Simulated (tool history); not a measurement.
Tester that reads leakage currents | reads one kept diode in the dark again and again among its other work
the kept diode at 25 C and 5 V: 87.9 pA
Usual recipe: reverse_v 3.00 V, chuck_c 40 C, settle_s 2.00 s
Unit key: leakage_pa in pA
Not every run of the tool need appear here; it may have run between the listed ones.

run	hour	reverse_v	chuck_c	settle_s	leakage_pa
1	0.0	3.00	40	2.00	284.29
2	45.1	3.00	40	2.00	284.55
3	116.4	16.86	40	2.00	532.05
4	179.1	16.86	40	2.00	534.86
5	240.5	16.86	40	2.00	535.50
6	301.9	3.00	40	2.00	284.68
7	366.6	3.00	40	2.00	286.87
8	403.6	3.00	40	2.00	283.44
9	475.3	3.00	40	1.11	283.12
10	544.3	3.00	40	2.00	285.43
11	587.7	3.00	40	2.00	283.68
12	628.4	3.00	40	2.00	285.95
13	695.6	3.00	40	2.00	285.79
14	740.8	2.44	40	2.00	264.34
15	793.2	3.00	40	4.02	284.74
16	860.9	15.29	33	0.62	280.38
17	897.7	2.54	33	0.35	145.50
18	943.8	1.23	24	2.86	47.92
19	1011.9	1.23	24	2.86	47.51
20	1072.9	1.23	24	2.86	47.86
21	1109.0	1.23	24	2.86	48.20

Branching from run 21: 3 alternative next runs. What would each branch give?
A	1180.3	9.17	35	6.29	?
B	1180.3	19.92	53	0.65	?
C	1180.3	1.17	35	2.86	?

run	leakage_pa
A	276.29
B	1666.17
C	129.88
What these runs would have given with no unlogged condition in the tool:
run	leakage_pa
A	276.53
B	1667.94
C	130.04
